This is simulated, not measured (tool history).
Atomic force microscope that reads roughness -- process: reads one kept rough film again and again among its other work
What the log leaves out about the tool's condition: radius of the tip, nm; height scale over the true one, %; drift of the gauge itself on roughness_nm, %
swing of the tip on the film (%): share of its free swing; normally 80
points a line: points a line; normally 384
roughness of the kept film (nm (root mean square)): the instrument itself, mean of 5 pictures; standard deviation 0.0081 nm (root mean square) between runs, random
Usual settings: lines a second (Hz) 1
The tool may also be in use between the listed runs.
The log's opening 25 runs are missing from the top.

run   hour  lines a second (Hz)  swing of the tip on the film (%)  points a line  pictures with this tip  hours of work since the height scale was calibrated  roughness of the kept film (nm (root mean square))
 26  471.9                 1.56                                71            340                     267                                                  240                                               1.572
 27  492.9                 1.43                                56            276                     285                                                  250                                               1.601
 28  511.9                 1.28                                86            651                     302                                                  259                                               1.516
 29    524                 1.28                                86            651                     312                                                  264                                               1.513
 30  545.2                 1.28                                86            651                     331                                                  274                                               1.502
 31  571.2                    1                                84            990                     354                                                  286                                               1.512
     574.2  -- new tip fitted
 32  587.7                    1                                84            990                      12                                                  294                                               1.738
 33  610.7                    1                                84            990                      32                                                  304                                               1.732
 34  629.7                    1                                87            899                      49                                                  313                                               1.689
 35  642.1                    1                                87            899                      60                                                  319                                               1.686
 36  661.1                    1                                87            899                      77                                                  327                                               1.677
 37  673.7                 0.55                                87            880                      88                                                  333                                               1.712
 38  691.7                  0.9                                73            750                     104                                                  341                                               1.703
 39  718.6                  0.9                                70            967                     127                                                  354                                               1.703
 40  745.4                  0.9                                70            967                     151                                                  366                                               1.692

Below are 3 alternative next runs, each starting from the tool's condition after run 40. Predict each:
  A  757.7                 2.38                                70            527                     162                                                  372                                                   ?
  B  757.7                 0.61                                68            280                     162                                                  372                                                   ?
  C  757.7                 1.03                                68            481                     162                                                  372                                                   ?

run  roughness of the kept film (nm (root mean square))
  A                                               1.622
  B                                               1.677
  C                                               1.687
Stripped of hidden state, with their random variation kept, the same runs would have yielded:
run  roughness of the kept film (nm (root mean square))
  A                                               1.742
  B                                               1.801
  C                                               1.812
